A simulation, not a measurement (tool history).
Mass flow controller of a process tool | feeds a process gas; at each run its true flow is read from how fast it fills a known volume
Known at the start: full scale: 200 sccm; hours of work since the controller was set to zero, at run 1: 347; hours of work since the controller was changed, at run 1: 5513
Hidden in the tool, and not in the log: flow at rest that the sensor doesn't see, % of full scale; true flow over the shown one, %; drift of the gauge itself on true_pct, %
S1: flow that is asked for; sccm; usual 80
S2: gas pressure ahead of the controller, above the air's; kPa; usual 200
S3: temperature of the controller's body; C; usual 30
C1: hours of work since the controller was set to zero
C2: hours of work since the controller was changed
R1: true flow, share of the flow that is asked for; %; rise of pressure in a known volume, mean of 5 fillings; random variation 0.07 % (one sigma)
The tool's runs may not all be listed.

run,hour,S1,S2,S3,C1,C2,R1
1,0.0,80,200,30,347,5513,98.71
2,155.6,80,200,30,446,5612,98.61
3,491.8,80,173,30,660,5826,98.93
4,653.2,80,173,30,763,5929,99.00
5,830.7,88,173,30,876,6042,99.03
6,1143.5,80,200,30,1075,6241,98.93
7,1377.0,80,200,30,1224,6390,98.91
8,1535.8,80,200,30,1325,6491,99.10
9,1682.4,80,200,30,1418,6584,99.03
10,2001.6,80,200,30,1621,6787,99.15
11,2329.9,80,200,30,1830,6996,99.17
12,2611.1,25,200,30,2009,7175,98.76
13,2756.6,25,162,30,2102,7268,99.09
14,2980.9,25,162,30,2245,7411,99.14
15,3180.5,25,218,30,2372,7538,98.66
16,3460.8,80,200,30,2550,7716,99.54
17,3822.6,80,181,30,2781,7947,99.73
18,4076.3,80,181,30,2942,8108,99.77
19,4419.9,80,200,30,3161,8327,99.76
20,4660.3,80,168,30,3314,8480,99.96
21,5019.8,80,200,30,3543,8709,99.92
22,5211.6,80,200,30,3665,8831,99.94
23,5494.6,80,200,30,3845,9011,100.05
24,5786.8,80,200,30,4031,9197,100.10
25,5943.1,192,191,20,4131,9297,101.82
26,6245.4,192,191,20,4323,9489,101.93
27,6422.3,192,191,20,4436,9602,101.99
# hour 6468.9: controller exchanged for a calibrated one
28,6621.0,137,237,20,97,97,101.22
29,6851.6,148,157,33,244,244,101.26
# hour 6916.3: gauge calibrated
30,7040.6,61,157,33,364,364,98.67
31,7389.7,42,263,21,586,586,98.27
32,7697.2,42,263,21,782,782,98.46
33,7956.6,156,260,28,947,947,99.24
34,8190.3,35,145,25,1096,1096,99.10
35,8385.0,35,276,37,1220,1220,97.76
36,8670.1,152,161,23,1401,1401,100.48
37,9016.5,62,161,32,1622,1622,99.15
38,9252.0,34,153,30,1772,1772,99.11
39,9608.9,114,143,28,1999,1999,100.13
40,9794.8,140,170,30,2118,2118,100.22
41,9977.5,192,200,30,2234,2234,100.48
42,10258.0,192,200,30,2412,2412,100.53
43,10600.2,192,200,30,2630,2630,100.60
# hour 10777.0: gauge calibrated
44,10841.0,30,239,38,2784,2784,97.42
45,11039.4,30,239,23,2910,2910,98.23
46,11332.1,80,236,32,3096,3096,98.51
47,11533.5,162,235,32,3225,3225,99.36
48,11820.3,28,253,30,3407,3407,97.91

3 ways to go on from here, each from the tool as it stands after run 48. What would each give?
A,11969.3,28,253,27,3502,3502,?
B,11969.3,80,200,31,3502,3502,?
C,11969.3,113,158,32,3502,3502,?

run,R1
A,98.19
B,98.83
C,99.50
Without the tool's hidden state the same runs would have given:
run,R1
A,97.86
B,98.51
C,99.18
